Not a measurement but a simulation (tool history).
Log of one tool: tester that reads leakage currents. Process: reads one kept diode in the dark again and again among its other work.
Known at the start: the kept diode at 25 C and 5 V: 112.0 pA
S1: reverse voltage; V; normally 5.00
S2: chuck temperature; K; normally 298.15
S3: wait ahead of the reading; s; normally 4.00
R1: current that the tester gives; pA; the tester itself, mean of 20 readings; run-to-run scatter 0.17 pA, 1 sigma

Run 1, day 0.000: usual settings. Result: R1 114.10 pA.
Run 2, day 1.275: usual settings. Result: R1 113.85 pA.
Run 3, day 2.071: usual settings but S3 6.23 s. Result: R1 113.90 pA.
Run 4, day 3.071: usual settings. Result: R1 113.85 pA.
Run 5, day 4.275: usual settings. Result: R1 114.08 pA.
Run 6, day 5.208: usual settings. Result: R1 113.88 pA.
Run 7, day 6.412: usual settings but S1 1.88 V. Result: R1 73.84 pA.
Run 8, day 7.408: usual settings but S3 0.55 s. Result: R1 114.88 pA.
Run 9, day 8.079: usual settings but S2 301.15 K. Result: R1 139.69 pA.
Run 10, day 8.796: usual settings but S2 323.15 K. Result: R1 581.57 pA.
Run 11, day 9.858: usual settings. Result: R1 113.93 pA.
Run 12, day 11.100: usual settings. Result: R1 113.45 pA.
Run 13, day 12.138: usual settings. Result: R1 113.84 pA.
Run 14, day 13.371: usual settings. Result: R1 113.79 pA.
At day 14.292: probe card cleaned and baked.
Run 15, day 14.300: usual settings but S1 2.84 V. Result: R1 89.02 pA.
Run 16, day 15.333: usual settings but S3 0.87 s. Result: R1 115.75 pA.
Run 17, day 15.992: usual settings but S2 314.15 K. Result: R1 332.15 pA.
Run 18, day 17.096: usual settings. Result: R1 115.15 pA.
Run 19, day 18.146: usual settings. Result: R1 114.66 pA.
Run 20, day 19.421: usual settings. Result: R1 114.99 pA.
Run 21, day 20.212: usual settings but S2 309.15 K, S3 3.85 s. Result: R1 239.23 pA.
Run 22, day 21.054: usual settings but S1 10.68 V, S2 318.15 K, S3 3.85 s. Result: R1 590.91 pA.
At day 21.283: probe card cleaned and baked, once more.
Run 23, day 21.892: usual settings but S2 325.15 K, S3 0.33 s. Result: R1 648.87 pA.
At day 22.767: chuck's temperature calibrated.
Run 24, day 22.767: usual settings but S1 13.60 V, S2 303.15 K, S3 8.83 s. Result: R1 241.92 pA.
Run 25, day 23.454: usual settings but S1 14.53 V, S2 328.15 K, S3 1.98 s. Result: R1 1240.70 pA.
Run 26, day 24.475: usual settings but S3 2.61 s. Result: R1 111.05 pA.
Run 27, day 25.771: usual settings but S1 3.60 V, S2 294.15 K. Result: R1 72.10 pA.
Run 28, day 27.062: usual settings but S3 0.85 s. Result: R1 111.45 pA.
Run 29, day 28.250: usual settings but S3 0.85 s. Result: R1 111.57 pA.
Run 30, day 29.446: usual settings but S3 0.85 s. Result: R1 111.20 pA.
Run 31, day 30.317: usual settings but S1 7.20 V, S3 2.07 s. Result: R1 129.60 pA.
Run 32, day 31.288: usual settings but S1 7.20 V, S3 2.07 s. Result: R1 129.62 pA.
Run 33, day 32.508: usual settings but S1 3.88 V, S2 302.15 K. Result: R1 131.76 pA.
Run 34, day 33.062: usual settings but S1 3.88 V, S2 302.15 K. Result: R1 131.25 pA.
Run 35, day 33.858: usual settings but S1 3.22 V, S2 302.15 K. Result: R1 121.57 pA.
Run 36, day 34.858: usual settings but S1 2.38 V, S2 300.15 K. Result: R1 92.76 pA.
Run 37, day 35.521: usual settings but S1 3.58 V, S2 325.15 K. Result: R1 568.87 pA.
Run 38, day 36.675: usual settings but S1 3.58 V, S2 325.15 K. Result: R1 569.50 pA.
Run 39, day 37.812: usual settings but S1 3.58 V, S2 325.15 K. Result: R1 568.51 pA.
Run 40, day 39.054: usual settings but S1 17.02 V, S2 294.15 K, S3 1.25 s. Result: R1 141.23 pA.

Branching from run 40: 4 alternative next runs. What would each branch give?
Run A, day 40.096: usual settings but S1 6.53 V, S3 6.08 s. Result: R1 ?.
Run B, day 40.096: usual settings but S1 4.52 V, S2 302.15 K, S3 3.68 s. Result: R1 ?.
Run C, day 40.096: usual settings but S1 2.53 V, S2 294.15 K, S3 1.25 s. Result: R1 ?.
Run D, day 40.096: usual settings but S1 4.13 V, S2 297.15 K, S3 1.25 s. Result: R1 ?.

run      R1
  A  124.17
  B  140.20
  C   61.95
  D   94.96
With no hidden state in the tool, these same runs would have given:
run      R1
  A  126.08
  B  142.69
  C   63.05
  D   96.56

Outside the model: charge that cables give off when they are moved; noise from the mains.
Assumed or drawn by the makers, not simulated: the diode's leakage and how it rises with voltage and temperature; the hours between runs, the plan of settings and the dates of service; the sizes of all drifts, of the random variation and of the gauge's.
